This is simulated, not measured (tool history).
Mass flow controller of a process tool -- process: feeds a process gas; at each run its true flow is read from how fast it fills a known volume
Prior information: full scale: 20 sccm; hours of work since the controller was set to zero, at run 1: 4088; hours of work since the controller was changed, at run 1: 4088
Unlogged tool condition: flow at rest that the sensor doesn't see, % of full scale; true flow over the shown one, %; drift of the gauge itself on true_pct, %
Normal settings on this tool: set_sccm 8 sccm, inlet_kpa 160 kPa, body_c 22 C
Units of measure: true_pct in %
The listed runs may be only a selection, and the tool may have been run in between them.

| run | day | set_sccm | inlet_kpa | body_c | hours of work since the controller was set to zero | hours of work since the controller was changed | true_pct |
|---|---|---|---|---|---|---|---|
| 1 | 0 | 8 | 160 | 22 | 4088 | 4088 | 98.51 |
| 2 | 9.292 | 8 | 160 | 22 | 4204 | 4204 | 98.52 |
| 3 | 16.633 | 8 | 160 | 32 | 4296 | 4296 | 97.85 |
| 4 | 24.862 | 8 | 160 | 22 | 4399 | 4399 | 98.51 |
| 5 | 32.679 | 8 | 258 | 22 | 4496 | 4496 | 97.94 |
| 6 | 42.888 | 8 | 258 | 22 | 4624 | 4624 | 98.1 |
| 7 | 50.346 | 8 | 258 | 29 | 4717 | 4717 | 97.48 |
| 8 | 60.367 | 19 | 160 | 22 | 4843 | 4843 | 99.01 |
|  | 60.842 | controller's zero set anew |
| 9 | 66.95 | 3 | 251 | 22 | 76 | 4925 | 99.61 |
| 10 | 74.438 | 3 | 221 | 27 | 170 | 5018 | 99.36 |
| 11 | 80.933 | 8 | 186 | 33 | 251 | 5099 | 97.72 |
| 12 | 86.554 | 8 | 186 | 33 | 321 | 5170 | 97.85 |
| 13 | 95.154 | 14 | 185 | 33 | 429 | 5277 | 97.71 |

Hidden condition of the tool, last listed run before each entry between runs versus first listed run after:
In the gap between runs 8 and 9: controller's zero set anew (day 60.842)
  flow at rest that the sensor doesn't see, % of full scale: 0.401 -> 0.462; true flow over the shown one, %: -1.71 -> -1.73
  the result without the hidden state subtracted from the measured one, true_pct: -1.29 -> +1.34 %
